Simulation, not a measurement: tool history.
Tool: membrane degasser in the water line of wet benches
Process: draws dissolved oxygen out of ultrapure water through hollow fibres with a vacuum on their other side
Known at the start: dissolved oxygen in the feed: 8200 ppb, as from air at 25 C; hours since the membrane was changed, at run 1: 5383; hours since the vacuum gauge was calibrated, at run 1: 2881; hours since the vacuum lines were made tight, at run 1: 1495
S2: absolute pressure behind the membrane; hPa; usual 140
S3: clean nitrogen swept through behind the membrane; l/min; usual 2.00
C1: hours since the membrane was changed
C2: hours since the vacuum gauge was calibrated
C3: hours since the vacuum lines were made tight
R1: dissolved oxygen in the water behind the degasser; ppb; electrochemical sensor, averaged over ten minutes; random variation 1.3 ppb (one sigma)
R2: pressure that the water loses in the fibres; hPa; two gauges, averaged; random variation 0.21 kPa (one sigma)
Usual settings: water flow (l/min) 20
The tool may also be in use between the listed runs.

{"run": 1, "hour": 0.0, "water flow (l/min)": 20, "S2": 140, "S3": 2.0, "C1": 5383, "C2": 2881, "C3": 1495, "R1": 251.2, "R2": 490.4}
{"run": 2, "hour": 149.1, "water flow (l/min)": 20, "S2": 170, "S3": 2.0, "C1": 5532, "C2": 3030, "C3": 1645, "R1": 317.2, "R2": 491.3}
{"run": 3, "hour": 233.4, "water flow (l/min)": 20, "S2": 170, "S3": 2.0, "C1": 5617, "C2": 3114, "C3": 1729, "R1": 316.9, "R2": 489.5}
{"run": 4, "hour": 316.0, "water flow (l/min)": 28, "S2": 170, "S3": 2.0, "C1": 5699, "C2": 3197, "C3": 1811, "R1": 427.1, "R2": 689.7}
{"run": 5, "hour": 451.7, "water flow (l/min)": 20, "S2": 140, "S3": 2.0, "C1": 5835, "C2": 3332, "C3": 1947, "R1": 247.4, "R2": 488.5}
{"run": 6, "hour": 531.6, "water flow (l/min)": 20, "S2": 140, "S3": 2.0, "C1": 5915, "C2": 3412, "C3": 2027, "R1": 253.0, "R2": 489.3}
{"run": 7, "hour": 640.8, "water flow (l/min)": 16, "S2": 140, "S3": 2.0, "C1": 6024, "C2": 3522, "C3": 2136, "R1": 202.2, "R2": 391.9}
{"run": 8, "hour": 763.8, "water flow (l/min)": 30, "S2": 140, "S3": 3.99, "C1": 6147, "C2": 3645, "C3": 2259, "R1": 199.7, "R2": 733.9}

Forecast run 9:
{"run": 9, "hour": 898.7, "water flow (l/min)": 30, "S2": 140, "S3": 3.99, "C1": 6282, "C2": 3779, "C3": 2394, "R1": "?", "R2": "?"}

{"run 9": {"R1": 200.6, "R2": 731.1}}
Without the tool's hidden state the same run would have given R1 200.6 ppb, R2 740.0 hPa.
